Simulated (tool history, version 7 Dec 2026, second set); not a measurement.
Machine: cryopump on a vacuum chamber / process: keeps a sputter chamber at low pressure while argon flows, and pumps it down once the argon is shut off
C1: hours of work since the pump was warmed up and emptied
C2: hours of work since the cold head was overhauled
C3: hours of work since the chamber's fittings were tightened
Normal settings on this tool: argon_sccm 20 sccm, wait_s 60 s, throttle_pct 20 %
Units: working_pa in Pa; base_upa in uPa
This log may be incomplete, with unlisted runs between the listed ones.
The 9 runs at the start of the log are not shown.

run 10 day=25.392 | argon_sccm=34 wait_s=60 throttle_pct=20 | C1=575 C2=1962 C3=1036 | working_pa=0.14 base_upa=1.39
run 11 day=27.954 | argon_sccm=34 wait_s=60 throttle_pct=20 | C1=621 C2=2009 C3=1083 | working_pa=0.1417 base_upa=1.45
-- day=28.888 pump warmed up, emptied and cooled again
run 12 day=30.133 | argon_sccm=34 wait_s=60 throttle_pct=20 | C1=23 C2=2045 C3=1118 | working_pa=0.1311 base_upa=1.25
run 13 day=32.846 | argon_sccm=34 wait_s=60 throttle_pct=20 | C1=72 C2=2095 C3=1168 | working_pa=0.1325 base_upa=1.25
-- day=33.967 leaking fittings of the chamber tightened, without venting
run 14 day=34.767 | argon_sccm=20 wait_s=35 throttle_pct=20 | C1=106 C2=2128 C3=15 | working_pa=0.0788 base_upa=1.37
run 15 day=38.312 | argon_sccm=20 wait_s=60 throttle_pct=20 | C1=170 C2=2193 C3=79 | working_pa=0.0777 base_upa=0.93
run 16 day=40.975 | argon_sccm=20 wait_s=60 throttle_pct=20 | C1=219 C2=2241 C3=128 | working_pa=0.0789 base_upa=0.9
run 17 day=44.771 | argon_sccm=20 wait_s=60 throttle_pct=20 | C1=288 C2=2310 C3=197 | working_pa=0.0789 base_upa=0.95
run 18 day=46.633 | argon_sccm=20 wait_s=60 throttle_pct=20 | C1=322 C2=2344 C3=231 | working_pa=0.0804 base_upa=0.92
run 19 day=50.538 | argon_sccm=14 wait_s=60 throttle_pct=30 | C1=393 C2=2416 C3=302 | working_pa=0.0381 base_upa=1.02
run 20 day=52.929 | argon_sccm=13 wait_s=135 throttle_pct=23 | C1=437 C2=2459 C3=346 | working_pa=0.0463 base_upa=0.71
run 21 day=55.871 | argon_sccm=13 wait_s=135 throttle_pct=23 | C1=491 C2=2513 C3=399 | working_pa=0.047 base_upa=0.73
run 22 day=59.229 | argon_sccm=13 wait_s=135 throttle_pct=21 | C1=552 C2=2574 C3=461 | working_pa=0.0517 base_upa=0.78
run 23 day=62.104 | argon_sccm=15 wait_s=143 throttle_pct=21 | C1=604 C2=2626 C3=513 | working_pa=0.0594 base_upa=0.78
-- day=64.025 pump warmed up, emptied and cooled again
run 24 day=64.025 | argon_sccm=15 wait_s=143 throttle_pct=21 | C1=0 C2=2658 C3=544 | working_pa=0.0559 base_upa=0.66
run 25 day=66.9 | argon_sccm=13 wait_s=55 throttle_pct=35 | C1=52 C2=2710 C3=597 | working_pa=0.0296 base_upa=1.16
run 26 day=69.296 | argon_sccm=25 wait_s=45 throttle_pct=33 | C1=96 C2=2754 C3=640 | working_pa=0.0595 base_upa=1.33
run 27 day=72.062 | argon_sccm=25 wait_s=45 throttle_pct=33 | C1=147 C2=2804 C3=691 | working_pa=0.0604 base_upa=1.34
run 28 day=75.021 | argon_sccm=25 wait_s=45 throttle_pct=33 | C1=201 C2=2858 C3=745 | working_pa=0.0608 base_upa=1.38
run 29 day=78.8 | argon_sccm=8 wait_s=39 throttle_pct=31 | C1=269 C2=2927 C3=814 | working_pa=0.0209 base_upa=1.58
run 30 day=81.129 | argon_sccm=8 wait_s=39 throttle_pct=31 | C1=312 C2=2970 C3=856 | working_pa=0.0205 base_upa=1.64
run 31 day=84.158 | argon_sccm=8 wait_s=39 throttle_pct=31 | C1=367 C2=3025 C3=911 | working_pa=0.0206 base_upa=1.59
run 32 day=87.054 | argon_sccm=8 wait_s=93 throttle_pct=27 | C1=420 C2=3078 C3=964 | working_pa=0.024 base_upa=1.09
run 33 day=88.796 | argon_sccm=19 wait_s=93 throttle_pct=32 | C1=452 C2=3109 C3=996 | working_pa=0.0498 base_upa=1.14

Consider 4 possible next runs. They are alternatives, not a sequence: every one starts from the tool as it was left by run 33. What does each give?
run A day=92.121 | argon_sccm=24 wait_s=163 throttle_pct=38 | C1=512 C2=3170 C3=1057 | working_pa=? base_upa=?
run B day=92.121 | argon_sccm=15 wait_s=58 throttle_pct=20 | C1=512 C2=3170 C3=1057 | working_pa=? base_upa=?
run C day=92.121 | argon_sccm=19 wait_s=181 throttle_pct=21 | C1=512 C2=3170 C3=1057 | working_pa=? base_upa=?
run D day=92.121 | argon_sccm=20 wait_s=237 throttle_pct=33 | C1=512 C2=3170 C3=1057 | working_pa=? base_upa=?

run=A working_pa=0.0551 base_upa=0.97
run=B working_pa=0.0614 base_upa=1.46
run=C working_pa=0.0748 base_upa=1.02
run=D working_pa=0.0524 base_upa=0.96
The same runs, with their run-to-run variation unchanged, on a tool lacking any hidden condition would have given:
run=A working_pa=0.0486 base_upa=0.36
run=B working_pa=0.0573 base_upa=0.83
run=C working_pa=0.0697 base_upa=0.38
run=D working_pa=0.047 base_upa=0.34
